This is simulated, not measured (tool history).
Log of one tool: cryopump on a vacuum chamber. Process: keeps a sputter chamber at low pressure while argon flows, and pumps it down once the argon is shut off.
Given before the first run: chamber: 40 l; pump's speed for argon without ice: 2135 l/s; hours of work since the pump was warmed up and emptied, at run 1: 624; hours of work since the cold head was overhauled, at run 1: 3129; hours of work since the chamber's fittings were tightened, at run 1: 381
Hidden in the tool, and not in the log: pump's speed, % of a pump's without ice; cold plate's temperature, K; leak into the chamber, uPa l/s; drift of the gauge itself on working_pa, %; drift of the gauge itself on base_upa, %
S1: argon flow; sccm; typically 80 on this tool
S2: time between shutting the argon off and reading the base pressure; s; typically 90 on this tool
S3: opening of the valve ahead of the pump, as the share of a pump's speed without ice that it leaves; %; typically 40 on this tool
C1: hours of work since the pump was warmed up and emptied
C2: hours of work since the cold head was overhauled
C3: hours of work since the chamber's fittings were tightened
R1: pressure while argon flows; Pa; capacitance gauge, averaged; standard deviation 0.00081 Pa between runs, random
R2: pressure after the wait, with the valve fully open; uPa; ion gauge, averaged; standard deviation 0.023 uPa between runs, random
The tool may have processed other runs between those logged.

{"run": 1, "hour": 0.0, "S1": 80, "S2": 90, "S3": 40, "C1": 624, "C2": 3129, "C3": 381, "R1": 0.1729, "R2": 1.23}
{"run": 2, "hour": 67.8, "S1": 80, "S2": 90, "S3": 40, "C1": 684, "C2": 3189, "C3": 441, "R1": 0.1749, "R2": 1.31}
{"run": 3, "hour": 119.0, "S1": 80, "S2": 46, "S3": 40, "C1": 730, "C2": 3235, "C3": 487, "R1": 0.1772, "R2": 1.95}
{"run": 4, "hour": 199.7, "S1": 80, "S2": 90, "S3": 15, "C1": 801, "C2": 3307, "C3": 559, "R1": 0.4433, "R2": 1.52}
{"run": 5, "hour": 283.3, "S1": 80, "S2": 90, "S3": 40, "C1": 876, "C2": 3381, "C3": 633, "R1": 0.1802, "R2": 1.66}
{"run": 6, "hour": 361.4, "S1": 80, "S2": 90, "S3": 40, "C1": 945, "C2": 3451, "C3": 702, "R1": 0.1841, "R2": 1.74}
{"run": 7, "hour": 409.4, "S1": 80, "S2": 90, "S3": 40, "C1": 988, "C2": 3493, "C3": 745, "R1": 0.1847, "R2": 1.9}
{"run": 8, "hour": 465.3, "S1": 80, "S2": 90, "S3": 40, "C1": 1038, "C2": 3543, "C3": 795, "R1": 0.1878, "R2": 2.04}
{"run": 9, "hour": 538.0, "S1": 48, "S2": 90, "S3": 40, "C1": 1102, "C2": 3608, "C3": 859, "R1": 0.1135, "R2": 2.05}
{"hour": 625.8, "done": "pump warmed up, emptied and cooled again"}
{"run": 10, "hour": 634.5, "S1": 80, "S2": 90, "S3": 40, "C1": 8, "C2": 3689, "C3": 941, "R1": 0.162, "R2": 1.72}
{"run": 11, "hour": 718.8, "S1": 80, "S2": 90, "S3": 40, "C1": 83, "C2": 3764, "C3": 1016, "R1": 0.1635, "R2": 1.86}
{"run": 12, "hour": 798.0, "S1": 80, "S2": 90, "S3": 40, "C1": 153, "C2": 3835, "C3": 1086, "R1": 0.1638, "R2": 1.98}
{"run": 13, "hour": 859.6, "S1": 80, "S2": 90, "S3": 40, "C1": 208, "C2": 3889, "C3": 1141, "R1": 0.1667, "R2": 2.04}
{"run": 14, "hour": 899.6, "S1": 80, "S2": 260, "S3": 40, "C1": 244, "C2": 3925, "C3": 1177, "R1": 0.1665, "R2": 1.69}
{"run": 15, "hour": 947.0, "S1": 80, "S2": 90, "S3": 40, "C1": 286, "C2": 3967, "C3": 1219, "R1": 0.1671, "R2": 2.15}
{"run": 16, "hour": 1019.3, "S1": 101, "S2": 90, "S3": 40, "C1": 350, "C2": 4031, "C3": 1283, "R1": 0.2146, "R2": 2.28}
{"run": 17, "hour": 1092.7, "S1": 80, "S2": 90, "S3": 40, "C1": 415, "C2": 4097, "C3": 1349, "R1": 0.1721, "R2": 2.38}
{"run": 18, "hour": 1150.3, "S1": 100, "S2": 137, "S3": 26, "C1": 467, "C2": 4148, "C3": 1400, "R1": 0.3206, "R2": 2.32}
{"run": 19, "hour": 1227.2, "S1": 100, "S2": 137, "S3": 26, "C1": 535, "C2": 4216, "C3": 1468, "R1": 0.3243, "R2": 2.42}
{"hour": 1286.1, "done": "leaking fittings of the chamber tightened, without venting"}
{"run": 20, "hour": 1322.8, "S1": 34, "S2": 90, "S3": 51, "C1": 618, "C2": 4300, "C3": 33, "R1": 0.0599, "R2": 0.84}
{"run": 21, "hour": 1367.7, "S1": 98, "S2": 98, "S3": 16, "C1": 658, "C2": 4340, "C3": 73, "R1": 0.5073, "R2": 0.86}
{"run": 22, "hour": 1413.1, "S1": 49, "S2": 268, "S3": 49, "C1": 699, "C2": 4380, "C3": 113, "R1": 0.0917, "R2": 0.55}
{"run": 23, "hour": 1482.7, "S1": 80, "S2": 90, "S3": 20, "C1": 761, "C2": 4442, "C3": 175, "R1": 0.3386, "R2": 1.06}
{"run": 24, "hour": 1541.0, "S1": 80, "S2": 90, "S3": 30, "C1": 812, "C2": 4494, "C3": 227, "R1": 0.2364, "R2": 1.13}
{"run": 25, "hour": 1621.5, "S1": 80, "S2": 90, "S3": 19, "C1": 884, "C2": 4565, "C3": 298, "R1": 0.3607, "R2": 1.27}
{"run": 26, "hour": 1712.4, "S1": 107, "S2": 90, "S3": 39, "C1": 965, "C2": 4646, "C3": 379, "R1": 0.2541, "R2": 1.43}
{"run": 27, "hour": 1805.0, "S1": 107, "S2": 90, "S3": 39, "C1": 1047, "C2": 4729, "C3": 462, "R1": 0.2607, "R2": 1.58}
{"run": 28, "hour": 1859.3, "S1": 56, "S2": 39, "S3": 39, "C1": 1096, "C2": 4777, "C3": 510, "R1": 0.1362, "R2": 2.48}
{"run": 29, "hour": 1909.2, "S1": 110, "S2": 84, "S3": 40, "C1": 1140, "C2": 4821, "C3": 554, "R1": 0.268, "R2": 1.77}
{"hour": 1954.7, "done": "pump warmed up, emptied and cooled again"}
{"run": 30, "hour": 1969.2, "S1": 110, "S2": 84, "S3": 40, "C1": 13, "C2": 4870, "C3": 603, "R1": 0.2237, "R2": 1.48}
{"run": 31, "hour": 2062.6, "S1": 104, "S2": 84, "S3": 41, "C1": 96, "C2": 4953, "C3": 686, "R1": 0.2061, "R2": 1.63}
{"run": 32, "hour": 2125.4, "S1": 104, "S2": 84, "S3": 41, "C1": 152, "C2": 5009, "C3": 742, "R1": 0.2094, "R2": 1.68}
{"run": 33, "hour": 2183.6, "S1": 32, "S2": 90, "S3": 17, "C1": 204, "C2": 5061, "C3": 794, "R1": 0.1515, "R2": 1.69}

Measured less the same run without the tool's hidden state. The same run-to-run variation is in both; the gauge's scatter may not be:
run=1 R1=+0.0156 R2=+0.50
run=2 R1=+0.0172 R2=+0.60
run=3 R1=+0.0186 R2=+0.67
run=4 R1=+0.0207 R2=+0.79
run=5 R1=+0.0229 R2=+0.93
run=6 R1=+0.0254 R2=+1.03
run=7 R1=+0.0268 R2=+1.14
run=8 R1=+0.0286 R2=+1.29
run=9 R1=+0.0185 R2=+1.35
run=10 R1=+0.0038 R2=+1.02
run=11 R1=+0.0053 R2=+1.11
run=12 R1=+0.0067 R2=+1.23
run=13 R1=+0.0078 R2=+1.32
run=14 R1=+0.0086 R2=+1.36
run=15 R1=+0.0095 R2=+1.42
run=16 R1=+0.0138 R2=+1.53
run=17 R1=+0.0125 R2=+1.65
run=18 R1=+0.0171 R2=+1.77
run=19 R1=+0.0194 R2=+1.89
run=20 R1=+0.0076 R2=+0.11
run=21 R1=+0.0232 R2=+0.16
run=22 R1=+0.0123 R2=+0.21
run=23 R1=+0.0216 R2=+0.32
run=24 R1=+0.0235 R2=+0.39
run=25 R1=+0.0259 R2=+0.53
run=26 R1=+0.0382 R2=+0.67
run=27 R1=+0.0424 R2=+0.81
run=28 R1=+0.0230 R2=+0.91
run=29 R1=+0.0486 R2=+0.98
run=30 R1=+0.0059 R2=+0.69
run=31 R1=+0.0077 R2=+0.82
run=32 R1=+0.0091 R2=+0.88
run=33 R1=+0.0032 R2=+0.97

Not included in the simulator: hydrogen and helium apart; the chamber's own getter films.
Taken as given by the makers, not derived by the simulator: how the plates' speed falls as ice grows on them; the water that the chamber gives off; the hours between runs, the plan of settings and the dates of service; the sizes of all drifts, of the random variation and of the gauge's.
